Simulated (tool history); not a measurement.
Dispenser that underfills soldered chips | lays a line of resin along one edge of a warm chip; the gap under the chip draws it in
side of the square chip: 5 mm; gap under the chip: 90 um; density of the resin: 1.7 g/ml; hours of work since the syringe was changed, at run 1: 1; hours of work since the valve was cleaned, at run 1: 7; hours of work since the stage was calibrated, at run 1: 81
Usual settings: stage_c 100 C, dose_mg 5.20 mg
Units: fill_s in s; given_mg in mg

| run | day | stage_c | dose_mg | hours of work since the syringe was changed | hours of work since the valve was cleaned | hours of work since the stage was calibrated | fill_s | given_mg |
|---|---|---|---|---|---|---|---|---|
| 1 | 0.000 | 100 | 5.20 | 1 | 7 | 81 | 17.9 | 5.22 |
| 2 | 0.212 | 100 | 5.20 | 4 | 10 | 85 | 21.4 | 5.17 |
|  | 0.654 | new syringe of resin |
| 3 | 0.721 | 100 | 5.20 | 1 | 19 | 93 | 17.1 | 5.12 |
| 4 | 0.958 | 100 | 5.43 | 5 | 22 | 97 | 22.2 | 5.37 |
|  | 1.371 | new syringe of resin |
| 5 | 1.458 | 100 | 6.62 | 1 | 31 | 105 | 17.8 | 6.49 |
| 6 | 1.667 | 100 | 4.85 | 5 | 34 | 108 | 22.6 | 4.70 |
|  | 2.071 | new syringe of resin |
| 7 | 2.158 | 100 | 5.83 | 1 | 42 | 116 | 17.5 | 5.71 |
| 8 | 2.508 | 100 | 5.83 | 7 | 48 | 122 | 24.6 | 5.66 |
|  | 2.596 | dispensing valve cleaned and set on the balance |
|  | 2.821 | new syringe of resin |
| 9 | 3.067 | 100 | 5.83 | 4 | 8 | 131 | 20.8 | 5.78 |
| 10 | 3.342 | 108 | 5.20 | 9 | 12 | 135 | 21.0 | 5.17 |
|  | 3.558 | new syringe of resin |
| 11 | 3.729 | 108 | 5.20 | 3 | 19 | 142 | 14.8 | 5.16 |
| 12 | 3.958 | 108 | 5.20 | 7 | 22 | 146 | 19.4 | 5.19 |
|  | 4.262 | new syringe of resin |
| 13 | 4.283 | 108 | 5.20 | 0 | 28 | 151 | 13.0 | 5.18 |
| 14 | 4.679 | 106 | 5.20 | 7 | 34 | 157 | 20.1 | 5.13 |
|  | 4.962 | new syringe of resin |
| 15 | 5.154 | 100 | 4.76 | 3 | 42 | 165 | 21.0 | 4.69 |
|  | 5.608 | dispensing valve cleaned and set on the balance |
| 16 | 5.629 | 91 | 6.53 | 10 | 0 | 172 | 40.1 | 6.54 |
|  | 5.725 | new syringe of resin |
| 17 | 5.867 | 107 | 6.20 | 2 | 4 | 176 | 14.9 | 6.17 |
| 18 | 6.171 | 112 | 5.00 | 7 | 9 | 181 | 18.2 | 4.97 |
|  | 6.433 | new syringe of resin |
| 19 | 6.488 | 112 | 5.00 | 1 | 14 | 186 | 11.0 | 4.97 |
| 20 | 6.846 | 95 | 5.46 | 7 | 20 | 192 | 29.0 | 5.39 |
|  | 7.150 | new syringe of resin |
| 21 | 7.321 | 101 | 5.78 | 3 | 28 | 200 | 18.5 | 5.71 |

Forecast each of these 5 alternatives for the next run:
| A | 7.629 | 90 | 5.06 | 8 | 33 | 205 | ? | ? |
| B | 7.629 | 103 | 5.49 | 8 | 33 | 205 | ? | ? |
| C | 7.629 | 96 | 5.44 | 8 | 33 | 205 | ? | ? |
| D | 7.629 | 87 | 6.26 | 8 | 33 | 205 | ? | ? |
| E | 7.629 | 108 | 5.29 | 8 | 33 | 205 | ? | ? |

| run | fill_s | given_mg |
|---|---|---|
| A | 39.0 | 5.00 |
| B | 24.2 | 5.37 |
| C | 30.5 | 5.34 |
| D | 41.7 | 6.19 |
| E | 20.0 | 5.19 |
Without the tool's hidden state the same runs would have given:
| run | fill_s | given_mg |
|---|---|---|
| A | 23.1 | 5.08 |
| B | 14.5 | 5.47 |
| C | 18.0 | 5.44 |
| D | 24.7 | 6.30 |
| E | 11.6 | 5.28 |

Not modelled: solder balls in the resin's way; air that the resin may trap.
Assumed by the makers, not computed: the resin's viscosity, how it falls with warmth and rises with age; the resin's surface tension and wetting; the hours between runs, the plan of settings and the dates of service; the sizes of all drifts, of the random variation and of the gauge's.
